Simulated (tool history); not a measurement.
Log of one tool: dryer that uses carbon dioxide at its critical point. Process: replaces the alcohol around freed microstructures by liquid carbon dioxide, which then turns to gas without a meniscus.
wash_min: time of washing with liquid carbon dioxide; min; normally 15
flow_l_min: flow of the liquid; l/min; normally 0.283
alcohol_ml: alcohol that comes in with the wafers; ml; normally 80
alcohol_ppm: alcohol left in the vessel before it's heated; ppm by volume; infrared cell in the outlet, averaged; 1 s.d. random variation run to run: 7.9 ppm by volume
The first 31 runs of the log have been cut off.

run     day  wash_min  flow_l_min  alcohol_ml  alcohol_ppm
 32    16.3        20       0.199          30          494
 33  16.829        12       0.238          36         2039
 34  17.433        12       0.238          36         2028
 35  18.025        13        0.21         118         8065
 36    18.6        12       0.283          23          746
 37  19.117        12       0.283          23          728
 38  19.662        12       0.283          52         1525
 39  20.221        14       0.283          50          836

Branching from run 39: 4 alternative next runs. What would each branch give?
  A  20.912        14        0.24          50            ?
  B  20.912         9       0.206          50            ?
  C  20.912        21       0.385          50            ?
  D  20.912        15        0.44          27            ?

run  alcohol_ppm
  A         1724
  B        10591
  C          127
  D          145
The same runs, with their run-to-run variation unchanged, on a tool lacking any hidden condition would have given:
run  alcohol_ppm
  A          947
  B         7868
  C            1
  D           17
